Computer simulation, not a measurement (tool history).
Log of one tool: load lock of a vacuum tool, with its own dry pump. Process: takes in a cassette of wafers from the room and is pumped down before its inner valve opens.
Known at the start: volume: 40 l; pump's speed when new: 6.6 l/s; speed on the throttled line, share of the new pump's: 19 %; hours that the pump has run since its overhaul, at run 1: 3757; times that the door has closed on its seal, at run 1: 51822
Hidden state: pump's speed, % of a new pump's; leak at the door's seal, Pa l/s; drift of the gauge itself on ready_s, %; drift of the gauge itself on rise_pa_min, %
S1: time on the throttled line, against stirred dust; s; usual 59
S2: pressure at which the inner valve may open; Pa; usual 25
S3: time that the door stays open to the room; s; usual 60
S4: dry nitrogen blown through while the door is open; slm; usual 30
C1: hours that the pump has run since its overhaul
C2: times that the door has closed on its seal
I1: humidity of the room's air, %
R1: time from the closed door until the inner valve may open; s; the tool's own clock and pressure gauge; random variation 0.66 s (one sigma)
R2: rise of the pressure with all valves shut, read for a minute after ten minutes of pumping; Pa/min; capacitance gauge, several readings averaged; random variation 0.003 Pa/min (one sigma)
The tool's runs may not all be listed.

run	hour	S1	S2	S3	S4	C1	C2	I1	R1	R2
1	0.0	59	25	60	30	3757	51822	45.6	97.8	0.015
2	354.7	46	25	60	30	4112	53454	46.2	86.3	0.015
3	699.6	46	25	60	30	4457	55040	43.5	87.2	0.018
4	901.6	46	25	60	30	4659	55969	48.3	85.7	0.009
5	1135.4	103	25	60	30	4893	57044	39.4	134.0	0.010
6	1438.4	59	25	60	17	5196	58438	45.2	97.7	0.015
7	1671.5	59	25	60	17	5429	59510	46.7	96.3	0.016
8	1989.3	59	25	60	28	5746	60972	48.0	97.6	0.013
9	2299.5	52	25	60	30	6057	62399	46.5	92.8	0.016
# hour 2369.4: door's seal changed, seat wiped
10	2632.5	52	25	60	30	6388	1210	45.9	91.2	0.022
11	2973.4	31	25	60	30	6729	2778	42.3	75.3	0.017
12	3207.1	31	25	60	30	6963	3853	42.1	75.1	0.013
13	3518.1	31	25	60	30	7274	5283	46.8	74.6	0.020
14	3858.6	31	25	60	5	7614	6849	45.0	75.3	0.024
15	4285.2	31	25	60	5	8041	8812	45.0	74.9	0.027
16	4460.1	31	25	60	5	8216	9616	42.9	75.4	0.025
17	4734.6	31	25	60	5	8490	10879	42.2	76.1	0.029
18	4966.1	31	25	60	5	8722	11943	42.0	75.5	0.019
19	5287.2	31	25	60	5	9043	13420	42.7	75.1	0.024
20	5703.3	31	25	60	5	9459	15334	45.7	75.0	0.026
# hour 5921.0: dry pump taken out, an overhauled one fitted
21	6045.5	31	25	60	5	125	16880	45.6	75.8	0.023
22	6349.2	99	41	231	18	428	18277	47.6	126.8	0.035
23	6581.9	99	41	231	18	661	19347	43.8	127.3	0.032
24	6778.0	99	41	231	18	857	20249	46.6	127.1	0.033
25	7144.9	99	19	231	14	1224	21937	46.3	131.8	0.033
26	7338.0	99	26	237	14	1417	22825	48.6	129.7	0.041
27	7579.6	97	26	163	31	1659	23936	41.8	127.6	0.023
28	7827.8	97	26	163	31	1907	25078	43.9	128.0	0.015
29	8003.8	79	28	215	4	2083	25887	45.8	114.1	0.045
30	8325.7	101	28	215	4	2405	27367	41.3	129.8	0.051
31	8723.9	101	28	215	4	2803	29199	43.0	131.5	0.046
32	9090.7	45	44	60	30	3170	30886	44.4	83.0	0.011
33	9508.0	45	44	44	16	3587	32806	46.0	85.2	0.017
34	9923.5	45	44	44	16	4003	34717	47.1	82.8	0.014
35	10183.1	51	46	35	16	4262	35911	44.3	88.6	0.015
36	10579.0	64	25	60	30	4658	37731	45.8	101.8	0.020
37	10777.3	34	25	93	32	4856	38643	46.4	76.9	0.011
38	11043.3	34	29	93	44	5122	39867	46.5	76.1	0.020

3 ways to go on from here, each from the tool as it stands after run 38. What would each give?
A	11263.6	59	25	143	30	5343	40880	43.8	?	?
B	11263.6	59	25	68	30	5343	40880	43.6	?	?
C	11263.6	59	26	89	21	5343	40880	46.0	?	?

run	R1	R2
A	98.1	0.026
B	99.0	0.012
C	98.7	0.019
Without the tool's hidden state the same runs would have given:
run	R1	R2
A	98.1	0.026
B	99.0	0.012
C	98.7	0.019

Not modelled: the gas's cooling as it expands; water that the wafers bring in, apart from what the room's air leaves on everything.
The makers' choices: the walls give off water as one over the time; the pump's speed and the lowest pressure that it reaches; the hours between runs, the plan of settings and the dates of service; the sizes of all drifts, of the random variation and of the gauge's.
